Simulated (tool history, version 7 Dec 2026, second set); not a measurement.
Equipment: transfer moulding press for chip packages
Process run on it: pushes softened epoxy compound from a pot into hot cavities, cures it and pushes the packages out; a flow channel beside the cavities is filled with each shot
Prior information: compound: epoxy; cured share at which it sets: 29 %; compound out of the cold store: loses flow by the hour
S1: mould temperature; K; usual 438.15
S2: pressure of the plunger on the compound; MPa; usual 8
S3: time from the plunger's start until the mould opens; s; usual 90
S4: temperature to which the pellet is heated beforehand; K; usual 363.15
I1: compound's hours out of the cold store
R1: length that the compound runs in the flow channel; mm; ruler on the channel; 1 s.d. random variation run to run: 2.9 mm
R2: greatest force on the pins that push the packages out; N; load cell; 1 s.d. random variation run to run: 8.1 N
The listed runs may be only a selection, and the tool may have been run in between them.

| run | hour | S1 | S2 | S3 | S4 | I1 | R1 | R2 |
|---|---|---|---|---|---|---|---|---|
| 1 | 0 | 438.15 | 8 | 90 | 363.15 | 9.3 | 810 | 428 |
|  | 12.1 | plunger's sealing rings changed |
| 2 | 40.5 | 438.15 | 8 | 90 | 363.15 | 23.2 | 794 | 594 |
|  | 64.4 | cavities cleaned with cleaning compound and waxed |
| 3 | 68.2 | 438.15 | 8 | 90 | 363.15 | 23.3 | 793 | 391 |
| 4 | 113 | 438.15 | 8 | 90 | 363.15 | 21.6 | 804 | 596 |
|  | 135.1 | cavities cleaned with cleaning compound and waxed |
| 5 | 158.3 | 438.15 | 8 | 90 | 362.15 | 46.2 | 684 | 503 |
| 6 | 200.6 | 438.15 | 8 | 90 | 362.15 | 10.1 | 852 | 646 |
|  | 204.9 | cavities cleaned with cleaning compound and waxed |
| 7 | 229.1 | 438.15 | 8 | 90 | 362.15 | 45.8 | 675 | 524 |
| 8 | 259.8 | 438.15 | 8 | 90 | 363.15 | 36.7 | 715 | 610 |
|  | 273.2 | cavities cleaned with cleaning compound and waxed |
| 9 | 283.4 | 444.15 | 8 | 90 | 363.15 | 26.2 | 734 | 382 |
| 10 | 326.2 | 444.15 | 8 | 90 | 363.15 | 27.8 | 726 | 566 |
|  | 343.7 | cavities cleaned with cleaning compound and waxed |
| 11 | 366.6 | 444.15 | 8 | 90 | 363.15 | 28.5 | 719 | 443 |
|  | 412.2 | cavities cleaned with cleaning compound and waxed |
| 12 | 412.2 | 438.15 | 8 | 80 | 363.15 | 39.9 | 685 | 411 |
| 13 | 445.3 | 438.15 | 8.77 | 124 | 363.15 | 34.7 | 733 | 476 |
| 14 | 466.2 | 438.15 | 8.77 | 124 | 363.15 | 23.3 | 790 | 565 |
|  | 483.7 | cavities cleaned with cleaning compound and waxed |
| 15 | 509.1 | 438.15 | 8.85 | 90 | 363.15 | 31.9 | 744 | 521 |
| 16 | 533.8 | 435.15 | 7.56 | 107 | 363.15 | 20.4 | 753 | 602 |
|  | 551.6 | cavities cleaned with cleaning compound and waxed |
| 17 | 553.9 | 435.15 | 7.56 | 107 | 363.15 | 45.2 | 643 | 368 |
|  | 560.5 | plunger's sealing rings changed |
| 18 | 581.8 | 435.15 | 7.56 | 107 | 363.15 | 11.9 | 846 | 544 |
| 19 | 616.2 | 435.15 | 7.56 | 107 | 363.15 | 27.6 | 774 | 611 |
|  | 622.9 | cavities cleaned with cleaning compound and waxed |
| 20 | 639 | 435.15 | 7.56 | 107 | 363.15 | 31.4 | 743 | 450 |
| 21 | 668.5 | 438.15 | 8 | 105 | 363.15 | 11.2 | 855 | 537 |
|  | 691 | cavities cleaned with cleaning compound and waxed |
| 22 | 699.7 | 438.15 | 8 | 105 | 363.15 | 38 | 721 | 397 |
|  | 707.5 | mould's thermocouples calibrated |
| 23 | 743.3 | 438.15 | 8 | 105 | 363.15 | 48 | 670 | 522 |

4 ways to go on from here, each from the tool as it stands after run 23. What would each give?
|  | 761 | cavities cleaned with cleaning compound and waxed |
| A | 779.4 | 438.15 | 7.79 | 118 | 363.15 | 34.7 | ? | ? |
|  | 761 | cavities cleaned with cleaning compound and waxed |
| B | 779.4 | 438.15 | 8 | 90 | 370.15 | 30.7 | ? | ? |
|  | 761 | cavities cleaned with cleaning compound and waxed |
| C | 779.4 | 437.15 | 6.13 | 105 | 370.15 | 12.8 | ? | ? |
|  | 761 | cavities cleaned with cleaning compound and waxed |
| D | 779.4 | 440.15 | 8.33 | 105 | 358.15 | 16.2 | ? | ? |

| run | R1 | R2 |
|---|---|---|
| A | 714 | 449 |
| B | 741 | 495 |
| C | 730 | 471 |
| D | 827 | 441 |
The same runs, with their run-to-run variation unchanged, on a tool lacking any hidden condition would have given:
| run | R1 | R2 |
|---|---|---|
| A | 735 | 324 |
| B | 762 | 359 |
| C | 751 | 340 |
| D | 850 | 318 |

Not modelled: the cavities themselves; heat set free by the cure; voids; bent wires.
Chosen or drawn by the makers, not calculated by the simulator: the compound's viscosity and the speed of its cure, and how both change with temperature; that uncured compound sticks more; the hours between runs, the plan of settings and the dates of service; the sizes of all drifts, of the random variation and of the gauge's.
